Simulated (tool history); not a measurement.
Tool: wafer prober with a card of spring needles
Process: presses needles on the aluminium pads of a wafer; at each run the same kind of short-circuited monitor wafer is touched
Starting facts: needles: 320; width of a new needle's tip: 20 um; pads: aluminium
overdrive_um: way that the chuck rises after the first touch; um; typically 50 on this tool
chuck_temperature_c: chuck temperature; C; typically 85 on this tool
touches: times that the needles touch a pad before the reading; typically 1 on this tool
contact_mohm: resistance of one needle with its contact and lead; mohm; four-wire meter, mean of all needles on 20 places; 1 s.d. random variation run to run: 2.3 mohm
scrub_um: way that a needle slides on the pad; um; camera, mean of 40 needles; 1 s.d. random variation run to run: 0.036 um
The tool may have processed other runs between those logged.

run 1 day=0.000 | overdrive_um=50 chuck_temperature_c=85 touches=1 | contact_mohm=258 scrub_um=8.42
-- day=0.192 tips cleaned on abrasive film
-- day=0.662 tips cleaned on abrasive film
-- day=1.133 tips cleaned on abrasive film
-- day=1.604 tips cleaned on abrasive film
-- day=2.021 tips cleaned on abrasive film
run 2 day=2.021 | overdrive_um=50 chuck_temperature_c=85 touches=1 | contact_mohm=263 scrub_um=8.42
-- day=2.396 tips cleaned on abrasive film
-- day=2.867 tips cleaned on abrasive film
-- day=3.338 tips cleaned on abrasive film
-- day=3.808 tips cleaned on abrasive film
-- day=4.188 tips cleaned on abrasive film
-- day=4.658 tips cleaned on abrasive film
run 3 day=4.771 | overdrive_um=50 chuck_temperature_c=42 touches=1 | contact_mohm=246 scrub_um=8.40
-- day=5.054 tips cleaned on abrasive film
-- day=5.429 tips cleaned on abrasive film
-- day=5.900 tips cleaned on abrasive film
-- day=6.358 tips cleaned on abrasive film
run 4 day=6.358 | overdrive_um=50 chuck_temperature_c=42 touches=1 | contact_mohm=246 scrub_um=8.49
-- day=6.554 height of the first contact set anew
-- day=6.746 tips cleaned on abrasive film
-- day=7.217 tips cleaned on abrasive film
-- day=7.688 tips cleaned on abrasive film
-- day=8.067 tips cleaned on abrasive film
-- day=8.538 tips cleaned on abrasive film
run 5 day=8.654 | overdrive_um=50 chuck_temperature_c=42 touches=1 | contact_mohm=247 scrub_um=8.40
-- day=8.938 tips cleaned on abrasive film
-- day=9.408 tips cleaned on abrasive film
-- day=9.879 tips cleaned on abrasive film
-- day=10.350 tips cleaned on abrasive film
run 6 day=10.671 | overdrive_um=50 chuck_temperature_c=42 touches=1 | contact_mohm=245 scrub_um=8.49
-- day=10.767 tips cleaned on abrasive film
-- day=11.238 tips cleaned on abrasive film
-- day=11.708 tips cleaned on abrasive film
-- day=12.179 tips cleaned on abrasive film
run 7 day=12.454 | overdrive_um=68 chuck_temperature_c=85 touches=1 | contact_mohm=246 scrub_um=11.55
-- day=12.646 tips cleaned on abrasive film
-- day=13.117 tips cleaned on abrasive film
-- day=13.588 tips cleaned on abrasive film
-- day=13.962 tips cleaned on abrasive film
-- day=14.433 tips cleaned on abrasive film
-- day=14.904 tips cleaned on abrasive film
run 8 day=14.912 | overdrive_um=68 chuck_temperature_c=85 touches=1 | contact_mohm=248 scrub_um=11.47
-- day=15.288 tips cleaned on abrasive film
-- day=15.758 tips cleaned on abrasive film
-- day=16.229 tips cleaned on abrasive film
-- day=16.700 tips cleaned on abrasive film
-- day=17.079 tips cleaned on abrasive film
-- day=17.550 tips cleaned on abrasive film
run 9 day=17.817 | overdrive_um=68 chuck_temperature_c=85 touches=1 | contact_mohm=251 scrub_um=11.50
-- day=18.008 tips cleaned on abrasive film
-- day=18.479 tips cleaned on abrasive film
-- day=18.950 tips cleaned on abrasive film
-- day=19.421 tips cleaned on abrasive film
-- day=19.892 tips cleaned on abrasive film
-- day=20.362 tips cleaned on abrasive film
run 10 day=20.408 | overdrive_um=50 chuck_temperature_c=85 touches=2 | contact_mohm=261 scrub_um=8.49
-- day=20.783 tips cleaned on abrasive film
-- day=21.171 height of the first contact set anew
-- day=21.267 tips cleaned on abrasive film
-- day=21.738 tips cleaned on abrasive film
-- day=22.208 tips cleaned on abrasive film
run 11 day=22.525 | overdrive_um=50 chuck_temperature_c=85 touches=2 | contact_mohm=262 scrub_um=8.46
-- day=22.621 tips cleaned on abrasive film
-- day=23.092 tips cleaned on abrasive film
-- day=23.562 tips cleaned on abrasive film
-- day=23.942 tips cleaned on abrasive film
-- day=24.412 tips cleaned on abrasive film
-- day=24.883 tips cleaned on abrasive film
run 12 day=25.133 | overdrive_um=50 chuck_temperature_c=85 touches=3 | contact_mohm=258 scrub_um=8.50
-- day=25.325 tips cleaned on abrasive film
-- day=25.700 tips cleaned on abrasive film
-- day=26.171 tips cleaned on abrasive film
-- day=26.642 tips cleaned on abrasive film
-- day=27.083 tips cleaned on abrasive film
run 13 day=27.083 | overdrive_um=50 chuck_temperature_c=85 touches=3 | contact_mohm=258 scrub_um=8.48
-- day=27.554 tips cleaned on abrasive film
-- day=28.025 tips cleaned on abrasive film
-- day=28.496 tips cleaned on abrasive film
-- day=28.967 tips cleaned on abrasive film
run 14 day=28.971 | overdrive_um=38 chuck_temperature_c=30 touches=3 | contact_mohm=252 scrub_um=6.38

What will run 15 give?
-- day=29.350 tips cleaned on abrasive film
-- day=29.821 tips cleaned on abrasive film
-- day=30.292 tips cleaned on abrasive film
-- day=30.762 tips cleaned on abrasive film
run 15 day=31.104 | overdrive_um=57 chuck_temperature_c=30 touches=2 | contact_mohm=? scrub_um=?

{"run 15": {"contact_mohm": 239, "scrub_um": 9.72}}
Were there no unlogged condition in the tool, this run, its random variation unchanged, would have produced contact_mohm 238 mohm, scrub_um 9.62 um.
